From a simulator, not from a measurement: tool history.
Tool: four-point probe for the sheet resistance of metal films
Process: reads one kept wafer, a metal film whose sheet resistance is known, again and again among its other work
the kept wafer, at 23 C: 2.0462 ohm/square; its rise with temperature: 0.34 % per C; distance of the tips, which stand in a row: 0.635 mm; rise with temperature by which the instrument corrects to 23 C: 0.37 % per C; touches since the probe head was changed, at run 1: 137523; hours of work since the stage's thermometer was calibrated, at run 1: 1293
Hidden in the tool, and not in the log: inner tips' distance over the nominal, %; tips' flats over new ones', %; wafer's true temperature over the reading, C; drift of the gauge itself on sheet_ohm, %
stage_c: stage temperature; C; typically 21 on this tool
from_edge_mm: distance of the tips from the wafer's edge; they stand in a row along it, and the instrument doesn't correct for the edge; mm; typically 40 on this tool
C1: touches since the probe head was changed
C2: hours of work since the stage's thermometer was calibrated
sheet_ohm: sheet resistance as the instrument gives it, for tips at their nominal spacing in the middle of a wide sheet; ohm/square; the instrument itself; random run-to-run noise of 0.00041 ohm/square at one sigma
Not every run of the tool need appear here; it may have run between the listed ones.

Run 1, hour 0: usual settings; C1 137523; C2 1293. Result: sheet_ohm 2.068804 ohm/square.
Run 2, hour 76.9: usual settings; C1 142111; C2 1344. Result: sheet_ohm 2.06956 ohm/square.
Run 3, hour 163.4: usual settings but stage_c 19 C; C1 147275; C2 1402. Result: sheet_ohm 2.070669 ohm/square.
Run 4, hour 243.1: usual settings but stage_c 19 C; C1 152027; C2 1455. Result: sheet_ohm 2.07136 ohm/square.
Run 5, hour 329: usual settings but stage_c 19 C; C1 157154; C2 1512. Result: sheet_ohm 2.072331 ohm/square.
Run 6, hour 424.9: usual settings but stage_c 31 C; C1 162875; C2 1576. Result: sheet_ohm 2.066413 ohm/square.
Run 7, hour 515.7: usual settings; C1 168288; C2 1637. Result: sheet_ohm 2.073189 ohm/square.
Run 8, hour 566.6: usual settings; C1 171328; C2 1671. Result: sheet_ohm 2.07363 ohm/square.
Run 9, hour 653.7: usual settings; C1 176525; C2 1729. Result: sheet_ohm 2.074456 ohm/square.
Run 10, hour 730.9: usual settings; C1 181131; C2 1780. Result: sheet_ohm 2.074663 ohm/square.
Run 11, hour 808.8: usual settings but stage_c 28 C; C1 185778; C2 1832. Result: sheet_ohm 2.071331 ohm/square.
Run 12, hour 901.2: usual settings; C1 191293; C2 1893. Result: sheet_ohm 2.075987 ohm/square.
Run 13, hour 970.4: usual settings but stage_c 30 C; C1 195422; C2 1939. Result: sheet_ohm 2.071381 ohm/square.
Run 14, hour 1065.7: usual settings but stage_c 30 C; C1 201109; C2 2003. Result: sheet_ohm 2.072249 ohm/square.
Run 15, hour 1144.8: usual settings but stage_c 25 C; C1 205826; C2 2056. Result: sheet_ohm 2.075353 ohm/square.
At hour 1168.5: new probe head fitted.
Run 16, hour 1195.3: usual settings but stage_c 32 C; C1 1598; C2 2089. Result: sheet_ohm 2.050188 ohm/square.
Run 17, hour 1293.2: usual settings but stage_c 32 C; C1 7441; C2 2154. Result: sheet_ohm 2.050925 ohm/square.
Run 18, hour 1359.4: usual settings but stage_c 32 C; C1 11389; C2 2198. Result: sheet_ohm 2.051376 ohm/square.
Run 19, hour 1403.1: usual settings but stage_c 32 C; C1 13999; C2 2227. Result: sheet_ohm 2.051608 ohm/square.
Run 20, hour 1458.3: usual settings but stage_c 32 C; C1 17288; C2 2264. Result: sheet_ohm 2.052579 ohm/square.
Run 21, hour 1526.9: usual settings but from_edge_mm 11 mm; C1 21386; C2 2309. Result: sheet_ohm 2.063102 ohm/square.
Run 22, hour 1580.3: usual settings but from_edge_mm 11 mm; C1 24568; C2 2345. Result: sheet_ohm 2.063943 ohm/square.
Run 23, hour 1645.8: usual settings but from_edge_mm 11 mm; C1 28475; C2 2389. Result: sheet_ohm 2.063068 ohm/square.
Run 24, hour 1744: usual settings but from_edge_mm 11 mm; C1 34334; C2 2454. Result: sheet_ohm 2.065222 ohm/square.
Run 25, hour 1811.2: usual settings but stage_c 33 C; C1 38347; C2 2499. Result: sheet_ohm 2.054737 ohm/square.
Run 26, hour 1857.7: usual settings but stage_c 19 C, from_edge_mm 58 mm; C1 41121; C2 2530. Result: sheet_ohm 2.063791 ohm/square.
Run 27, hour 1954.1: usual settings but stage_c 19 C, from_edge_mm 58 mm; C1 46870; C2 2594. Result: sheet_ohm 2.063714 ohm/square.
At hour 1962.6: stage's thermometer calibrated.
Run 28, hour 2025.9: usual settings but stage_c 26 C, from_edge_mm 9 mm; C1 51127; C2 42. Result: sheet_ohm 2.059509 ohm/square.
Run 29, hour 2099.5: usual settings but from_edge_mm 4 mm; C1 55516; C2 91. Result: sheet_ohm 2.085361 ohm/square.
Run 30, hour 2158.1: usual settings but stage_c 25 C, from_edge_mm 6 mm; C1 59010; C2 130. Result: sheet_ohm 2.069284 ohm/square.
Run 31, hour 2253.3: usual settings but stage_c 23 C, from_edge_mm 31 mm; C1 64692; C2 194. Result: sheet_ohm 2.059455 ohm/square.
Run 32, hour 2300.4: usual settings but stage_c 23 C, from_edge_mm 31 mm; C1 67506; C2 225. Result: sheet_ohm 2.058961 ohm/square.
Run 33, hour 2383.5: usual settings but stage_c 33 C, from_edge_mm 8 mm; C1 72459; C2 280. Result: sheet_ohm 2.060587 ohm/square.
Run 34, hour 2476.6: usual settings but stage_c 23 C, from_edge_mm 27 mm; C1 78016; C2 342. Result: sheet_ohm 2.061379 ohm/square.
Run 35, hour 2516.9: usual settings but stage_c 23 C, from_edge_mm 27 mm; C1 80419; C2 369. Result: sheet_ohm 2.061004 ohm/square.
Run 36, hour 2561: usual settings but stage_c 31 C; C1 83055; C2 399. Result: sheet_ohm 2.056684 ohm/square.
Run 37, hour 2619.2: usual settings but stage_c 24 C, from_edge_mm 10 mm; C1 86527; C2 437. Result: sheet_ohm 2.06563 ohm/square.
Run 38, hour 2669.9: usual settings but stage_c 20 C, from_edge_mm 17 mm; C1 89549; C2 471. Result: sheet_ohm 2.06501 ohm/square.
Run 39, hour 2752: usual settings but stage_c 20 C, from_edge_mm 17 mm; C1 94445; C2 526. Result: sheet_ohm 2.065739 ohm/square.
Run 40, hour 2797: usual settings but stage_c 29 C, from_edge_mm 4 mm; C1 97130; C2 556. Result: sheet_ohm 2.086636 ohm/square.
Run 41, hour 2854.2: usual settings but stage_c 29 C, from_edge_mm 4 mm; C1 100546; C2 594. Result: sheet_ohm 2.087718 ohm/square.

Measured less the same run without the tool's hidden state. The same run-to-run variation is in both; the gauge's scatter may not be:
run  sheet_ohm
  1  +0.020948
  2  +0.021586
  3  +0.022343
  4  +0.023008
  5  +0.023723
  6  +0.024256
  7  +0.025204
  8  +0.025637
  9  +0.026402
 10  +0.027014
 11  +0.027479
 12  +0.028395
 13  +0.028743
 14  +0.029469
 15  +0.030234
 16  +0.008731
 17  +0.009529
 18   +0.01009
 19  +0.010452
 20  +0.010905
 21  +0.011737
 22  +0.012189
 23  +0.012745
 24  +0.013598
 25  +0.013891
 26  +0.014623
 27  +0.015399
 28  +0.010114
 29  +0.010891
 30  +0.011316
 31  +0.012077
 32  +0.012442
 33  +0.013055
 34  +0.013889
 35  +0.014193
 36  +0.014466
 37   +0.01505
 38   +0.01549
 39  +0.016163
 40  +0.016595
 41  +0.017076

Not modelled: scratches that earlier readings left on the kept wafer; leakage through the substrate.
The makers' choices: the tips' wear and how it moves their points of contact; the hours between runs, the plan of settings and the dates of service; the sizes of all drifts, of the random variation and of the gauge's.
